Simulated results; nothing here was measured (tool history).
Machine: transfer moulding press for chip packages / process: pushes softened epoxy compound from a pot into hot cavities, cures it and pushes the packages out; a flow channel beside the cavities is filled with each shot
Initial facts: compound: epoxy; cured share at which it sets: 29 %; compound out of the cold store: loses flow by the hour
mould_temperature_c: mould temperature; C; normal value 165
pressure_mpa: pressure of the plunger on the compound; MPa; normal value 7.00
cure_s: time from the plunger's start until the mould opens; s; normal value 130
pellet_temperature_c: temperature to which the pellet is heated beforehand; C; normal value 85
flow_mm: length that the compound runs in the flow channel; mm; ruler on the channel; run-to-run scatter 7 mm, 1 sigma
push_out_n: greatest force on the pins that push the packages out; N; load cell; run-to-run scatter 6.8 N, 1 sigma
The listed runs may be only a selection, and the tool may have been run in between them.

run,hour,mould_temperature_c,pressure_mpa,cure_s,pellet_temperature_c,incoming compound's hours out of the cold store,flow_mm,push_out_n
1,0.0,165,7.00,130,85,21.6,959,414
2,5.9,165,7.00,114,85,32.1,874,512
3,14.4,165,7.00,114,85,21.0,961,566
4,21.7,165,7.00,114,85,27.8,916,579
5,27.5,165,7.00,114,85,29.3,893,589
6,35.7,162,7.00,130,85,41.6,832,557
7,43.3,165,7.00,150,85,45.6,782,451
8,49.8,165,7.00,150,85,25.1,935,454
9,54.0,165,7.00,111,85,20.1,955,675
10,59.8,165,7.00,133,85,32.4,881,498
# hour 65.3: cavities cleaned with cleaning compound and waxed
11,65.6,165,7.00,133,85,25.1,932,275
12,73.6,165,7.00,130,85,35.6,847,323
13,79.2,165,7.00,130,85,47.1,781,345
14,86.0,165,7.00,130,85,38.0,846,365
15,94.9,165,7.00,130,85,42.8,811,397
16,104.2,164,7.00,130,76,22.8,945,471
17,113.3,164,7.00,130,76,10.1,1038,493
18,121.5,165,7.00,130,79,39.6,828,447
19,129.3,167,6.92,164,95,21.3,928,418
20,135.8,167,6.92,164,95,29.7,866,435
21,140.2,167,6.92,164,95,42.4,786,434
22,145.4,167,6.92,164,95,15.3,963,446
23,154.8,172,6.92,162,86,20.0,913,439
24,163.4,172,6.92,162,86,28.6,859,446
# hour 166.3: cavities cleaned with cleaning compound and waxed
25,174.0,172,7.00,138,85,13.1,971,285
26,183.9,172,7.00,138,85,46.5,753,319
27,188.5,172,7.00,138,85,32.0,843,332
28,197.3,165,7.00,134,85,39.8,816,404

Alternative continuations, all from the tool just after run 28; predict every row:
A,201.9,165,5.45,149,85,26.4,?,?
B,201.9,172,7.00,133,85,16.6,?,?
C,201.9,161,5.96,130,85,41.6,?,?
D,201.9,170,5.31,136,85,39.8,?,?

run,flow_mm,push_out_n
A,792,395
B,931,368
C,757,537
D,703,378
What these runs would have given with no unlogged condition in the tool:
run,flow_mm,push_out_n
A,833,250
B,979,232
C,796,344
D,739,241
